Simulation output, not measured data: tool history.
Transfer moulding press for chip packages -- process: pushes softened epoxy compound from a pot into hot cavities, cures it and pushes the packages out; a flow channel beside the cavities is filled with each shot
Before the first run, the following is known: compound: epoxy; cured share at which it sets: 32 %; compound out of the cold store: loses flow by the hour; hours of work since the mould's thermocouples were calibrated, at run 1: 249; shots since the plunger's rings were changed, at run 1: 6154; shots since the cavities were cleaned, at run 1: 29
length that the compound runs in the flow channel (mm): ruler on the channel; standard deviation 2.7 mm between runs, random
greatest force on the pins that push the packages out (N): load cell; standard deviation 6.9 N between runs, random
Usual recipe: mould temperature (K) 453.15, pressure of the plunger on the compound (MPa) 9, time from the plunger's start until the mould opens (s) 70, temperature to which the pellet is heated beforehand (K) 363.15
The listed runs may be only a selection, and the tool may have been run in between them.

run,hour,mould temperature (K),pressure of the plunger on the compound (MPa),time from the plunger's start until the mould opens (s),temperature to which the pellet is heated beforehand (K),hours of work since the mould's thermocouples were calibrated,shots since the plunger's rings were changed,shots since the cavities were cleaned,incoming compound's hours out of the cold store,length that the compound runs in the flow channel (mm),greatest force on the pins that push the packages out (N)
1,0,453.15,9,70,363.15,249,6154,29,18.6,715,336
2,5.3,453.15,9,70,363.15,252,6237,112,15.8,727,406
# hour 13: plunger's sealing rings changed
3,17.7,453.15,9,70,363.15,258,75,268,36.5,700,449
4,23.7,453.15,9,70,363.15,261,169,362,16.8,773,545
5,31.8,453.15,9,70,363.15,266,296,489,9.6,800,643
6,38.6,453.15,9,70,363.15,270,403,596,39.8,687,581
7,45.7,453.15,9,70,363.15,275,515,708,14.1,781,635
8,50.9,453.15,9,70,363.15,278,596,789,47,663,590
# hour 57.7: cavities cleaned with cleaning compound and waxed
9,59.3,453.15,9,70,363.15,282,705,25,42.8,682,310
10,65.5,453.15,9,70,354.15,286,802,122,9.2,804,438
11,75.1,453.15,9,70,354.15,291,953,273,8.4,807,513
12,84.7,453.15,9,70,354.15,297,1104,424,37.8,684,518
13,90.6,453.15,9,52,363.15,301,1197,517,22.3,744,1170
14,99.6,453.15,9,70,363.15,306,1339,659,28,725,614
15,109.9,453.15,8.66,70,363.15,312,1501,821,23.4,719,641
# hour 114.9: cavities cleaned with cleaning compound and waxed
16,116.1,454.15,10.57,51,370.15,315,1574,19,17.1,824,609
17,122.4,453.15,10.44,84,363.15,319,1673,118,33.6,752,296
18,132.7,450.15,10.44,64,354.15,325,1836,281,14.9,838,780
19,139,453.15,9,71,363.15,329,1934,379,11,779,548
20,146.6,451.15,7.74,70,363.15,333,2053,498,31.3,658,662
21,154.5,449.15,9,62,363.15,338,2178,623,35.1,701,956
22,160.1,449.15,9,62,363.15,342,2266,711,24.4,742,1015
23,170.1,449.15,9,62,363.15,348,2423,868,39.3,684,1028
# hour 172: cavities cleaned with cleaning compound and waxed
24,177.6,449.15,9,62,363.15,351,2518,88,39.2,681,603
25,184.8,449.15,9,62,363.15,356,2630,200,40.1,679,713
26,192.3,449.15,9,62,363.15,360,2749,319,13.6,775,913
27,201.1,449.15,9,62,363.15,365,2887,457,8.7,800,1036
28,206.2,449.15,9,62,363.15,368,2967,537,15.2,769,1005
29,212.6,453.15,9,88,354.15,372,3068,638,29.3,705,426

Measured result minus the same run's result without the hidden state. Both carry the same run-to-run variation, though not necessarily the same gauge scatter:
The hidden state here: true mould temperature over the reading, C; pressure that reaches the compound, % of what is set; grip of the stained cavities, % over clean ones'; drift of the gauge itself on flow_mm, %; drift of the gauge itself on push_out_n, %.
run,length that the compound runs in the flow channel (mm),greatest force on the pins that push the packages out (N)
1,-51,+40
2,-53,+110
3,-1,+182
4,-1,+247
5,-2,+312
6,-3,+294
7,-4,+341
8,-4,+317
9,-4,+30
10,-6,+120
11,-8,+213
12,-8,+245
13,-9,+580
14,-10,+323
15,-12,+348
16,-14,+59
17,-14,+83
18,-16,+326
19,-16,+253
20,-14,+328
21,-16,+502
22,-18,+544
23,-18,+562
24,-18,+149
25,-19,+261
26,-23,+401
27,-25,+509
28,-25,+511
29,-24,+221

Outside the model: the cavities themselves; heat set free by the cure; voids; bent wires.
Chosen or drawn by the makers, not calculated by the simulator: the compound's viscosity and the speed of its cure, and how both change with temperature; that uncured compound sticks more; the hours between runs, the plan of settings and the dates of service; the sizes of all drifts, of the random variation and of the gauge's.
